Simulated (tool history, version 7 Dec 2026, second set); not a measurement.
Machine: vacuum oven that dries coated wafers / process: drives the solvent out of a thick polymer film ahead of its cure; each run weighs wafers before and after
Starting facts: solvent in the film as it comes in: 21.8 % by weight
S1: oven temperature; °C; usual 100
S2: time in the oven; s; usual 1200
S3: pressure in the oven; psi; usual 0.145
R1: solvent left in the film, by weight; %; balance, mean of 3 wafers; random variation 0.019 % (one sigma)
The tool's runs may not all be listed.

Run 1, hour 0: usual settings. Result: R1 1.79 %.
Run 2, hour 10.9: usual settings. Result: R1 1.79 %.
Run 3, hour 20.7: usual settings. Result: R1 1.78 %.
Run 4, hour 32.2: usual settings. Result: R1 1.77 %.
Run 5, hour 38.9: usual settings but S3 0.239 psi. Result: R1 1.98 %.
Run 6, hour 53.3: usual settings but S3 0.239 psi. Result: R1 2.01 %.
Run 7, hour 62.1: usual settings but S1 106 °C, S2 840 s, S3 0.178 psi. Result: R1 1.69 %.
Run 8, hour 72.3: usual settings but S1 87 °C, S2 840 s, S3 0.268 psi. Result: R1 9.18 %.
Run 9, hour 82.2: usual settings but S1 105 °C, S2 1920 s, S3 0.268 psi. Result: R1 0.61 %.
Run 10, hour 93.4: usual settings but S3 0.428 psi. Result: R1 2.43 %.
Run 11, hour 100.2: usual settings but S1 87 °C. Result: R1 6.6 %.
Run 12, hour 108.8: usual settings but S2 1560 s, S3 0.222 psi. Result: R1 1.21 %.

Each row is a separate what-if for the run after 12, all from the same tool condition, not one after another. Results?
Run A, hour 118.7: usual settings but S3 0.49 psi. Result: R1 ?.
Run B, hour 118.7: usual settings but S1 96 °C, S2 840 s, S3 0.442 psi. Result: R1 ?.
Run C, hour 118.7: usual settings but S1 87 °C, S2 1560 s, S3 0.113 psi. Result: R1 ?.
Run D, hour 118.7: usual settings but S1 109 °C, S2 660 s, S3 0.136 psi. Result: R1 ?.
Run E, hour 118.7: usual settings but S1 113 °C, S2 2160 s, S3 0.248 psi. Result: R1 ?.

run    R1
  A  2.54
  B  5.61
  C  4.87
  D   1.8
  E  0.36
Take away the tool's hidden state, keep each run's random variation, and the runs would have read:
run    R1
  A  2.54
  B  5.61
  C  4.87
  D  1.81
  E  0.36

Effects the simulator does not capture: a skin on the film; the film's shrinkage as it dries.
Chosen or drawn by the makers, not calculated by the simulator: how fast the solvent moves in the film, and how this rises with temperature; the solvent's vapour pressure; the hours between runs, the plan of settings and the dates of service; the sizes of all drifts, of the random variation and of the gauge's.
